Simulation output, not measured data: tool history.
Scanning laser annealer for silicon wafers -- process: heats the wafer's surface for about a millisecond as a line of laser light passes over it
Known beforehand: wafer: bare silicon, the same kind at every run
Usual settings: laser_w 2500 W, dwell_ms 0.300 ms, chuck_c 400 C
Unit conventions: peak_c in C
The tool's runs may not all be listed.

run	hour	laser_w	dwell_ms	chuck_c	peak_c
1	0.0	2500	0.300	400	1126
2	45.8	2500	0.300	400	1122
3	121.7	2500	0.300	400	1121
# hour 139.9: window over the wafer cleaned
4	176.8	2500	0.300	400	1136
5	211.0	2500	0.300	400	1136
6	270.5	2500	0.300	400	1134
7	344.6	2500	0.300	400	1133
8	421.2	2500	0.300	398	1123
9	481.2	2500	0.300	400	1122
10	525.5	2500	0.300	400	1124
11	565.6	2333	0.300	400	1059
12	602.5	2500	0.291	400	1108
13	656.6	2500	0.300	418	1136
14	692.0	2310	0.300	400	1045
15	732.4	2310	0.300	400	1043
16	800.4	2310	0.300	400	1040
17	859.7	2310	0.300	400	1041
# hour 920.6: window over the wafer cleaned
18	925.8	2500	0.300	400	1123
19	996.3	2500	0.300	400	1116
20	1048.5	2500	0.300	400	1118
# hour 1071.4: optics aligned, line set to its width
21	1117.4	2529	0.300	419	1172
22	1179.0	2638	0.377	371	1245
23	1212.6	2500	0.374	367	1181
24	1258.4	2500	0.374	367	1175
25	1318.0	2266	0.320	416	1082
26	1371.2	2184	0.294	422	1035
27	1447.7	2243	0.300	400	1037
28	1514.3	2677	0.300	400	1192
29	1589.7	2510	0.333	409	1168
30	1629.5	2658	0.303	435	1220
31	1676.7	2432	0.303	396	1094
# hour 1708.1: window over the wafer cleaned
32	1718.9	2192	0.228	363	917
33	1788.0	2392	0.300	381	1078
34	1835.7	2149	0.369	400	1059
35	1901.3	2668	0.302	419	1215
36	1974.1	2282	0.302	427	1073
37	2044.2	2459	0.302	427	1138
38	2124.4	2459	0.302	427	1130
39	2160.5	2131	0.227	390	905
40	2216.4	2131	0.227	390	911

Some steps in peak_c between neighbouring runs. How much of each would the tool show without its hidden state too (settings, what came in, random variation), and how much is left for the hidden state, with any gauge scatter that isn't in both results?
Hidden state at play: light that passes the window, % of a clean one's; laser's true power over the reading, %; width of the line over the set one, %; drift of the gauge itself on peak_c, C.
Run 3 -> 4: window over the wafer cleaned. peak_c +15 C: hidden state +16, all else -1.
Run 20 -> 21: laser_w 2500 -> 2529, chuck_c 400 -> 419, optics aligned, line set to its width. peak_c +54 C: hidden state +26, all else +28.
Run 31 -> 32: laser_w 2432 -> 2192, dwell_ms 0.303 -> 0.228, chuck_c 396 -> 363, window over the wafer cleaned. peak_c -177 C: hidden state +23, all else -200.
Run 32 -> 33: laser_w 2192 -> 2392, dwell_ms 0.228 -> 0.300, chuck_c 363 -> 381. peak_c +161 C: hidden state -6, all else +167.
Run 38 -> 39: laser_w 2459 -> 2131, dwell_ms 0.302 -> 0.227, chuck_c 427 -> 390. peak_c -225 C: hidden state +9, all else -234.
